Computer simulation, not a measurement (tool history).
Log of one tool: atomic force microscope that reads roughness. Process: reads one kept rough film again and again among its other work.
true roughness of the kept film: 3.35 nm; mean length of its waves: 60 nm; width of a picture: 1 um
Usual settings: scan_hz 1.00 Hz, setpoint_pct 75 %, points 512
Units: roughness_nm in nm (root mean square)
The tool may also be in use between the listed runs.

run,hour,scan_hz,setpoint_pct,points,roughness_nm
1,0.0,1.00,75,512,3.036
2,22.3,1.00,75,512,2.998
3,61.4,1.00,75,512,2.906
4,90.0,1.00,75,512,2.916
5,132.8,1.00,75,512,2.837
6,169.4,2.66,75,512,2.647
7,195.8,2.66,75,512,2.945
8,232.3,2.66,75,512,2.882
9,261.5,1.00,75,512,2.970
10,301.2,1.00,75,512,2.925
11,320.4,1.00,75,512,2.854
12,362.6,1.00,75,512,2.849
13,396.6,1.00,75,512,2.785
14,433.8,1.00,75,512,3.096
15,453.2,1.00,75,512,3.044
16,492.1,1.00,75,512,3.012
17,527.2,1.00,75,512,2.940
18,567.0,1.27,75,512,2.864
19,605.9,1.12,75,305,2.793
20,646.3,3.20,60,290,2.752
21,687.5,3.20,60,284,3.030
22,726.0,3.72,71,950,2.827
23,763.5,3.72,71,950,2.787
24,802.2,3.93,87,512,2.416
25,839.6,0.63,65,437,2.914
26,865.2,0.63,65,790,2.852

Taken out of this log: 5 entries between the listed runs. Where each belongs, and how the hidden state differs across it:
Between runs 6 and 7: new tip fitted (hour 184.9)
  radius of the tip, nm: 44 -> 12; height scale over the true one, %: -0.32 -> -0.33
  measured less the result without the state, roughness_nm: -0.327 -> -0.030 nm (root mean square)
Between runs 10 and 11: height scale calibrated on a step standard (hour 304.4)
  radius of the tip, nm: 28.3 -> 31.1; height scale over the true one, %: -0.36 -> -0.56
  measured less the result without the state, roughness_nm: -0.201 -> -0.232 nm (root mean square)
Between runs 13 and 14: new tip fitted (hour 421.8)
  radius of the tip, nm: 43.1 -> 12.1; height scale over the true one, %: -0.59 -> -0.6
  measured less the result without the state, roughness_nm: -0.344 -> -0.041 nm (root mean square)
Between runs 15 and 16: height scale calibrated on a step standard, once more (hour 469.2)
  radius of the tip, nm: 15.4 -> 21.3; height scale over the true one, %: -0.61 -> -0.2
  measured less the result without the state, roughness_nm: -0.077 -> -0.127 nm (root mean square)
Between runs 20 and 21: new tip fitted (hour 655.4)
  radius of the tip, nm: 45.1 -> 15.1; height scale over the true one, %: -0.26 -> -0.27
  measured less the result without the state, roughness_nm: -0.350 -> -0.063 nm (root mean square)

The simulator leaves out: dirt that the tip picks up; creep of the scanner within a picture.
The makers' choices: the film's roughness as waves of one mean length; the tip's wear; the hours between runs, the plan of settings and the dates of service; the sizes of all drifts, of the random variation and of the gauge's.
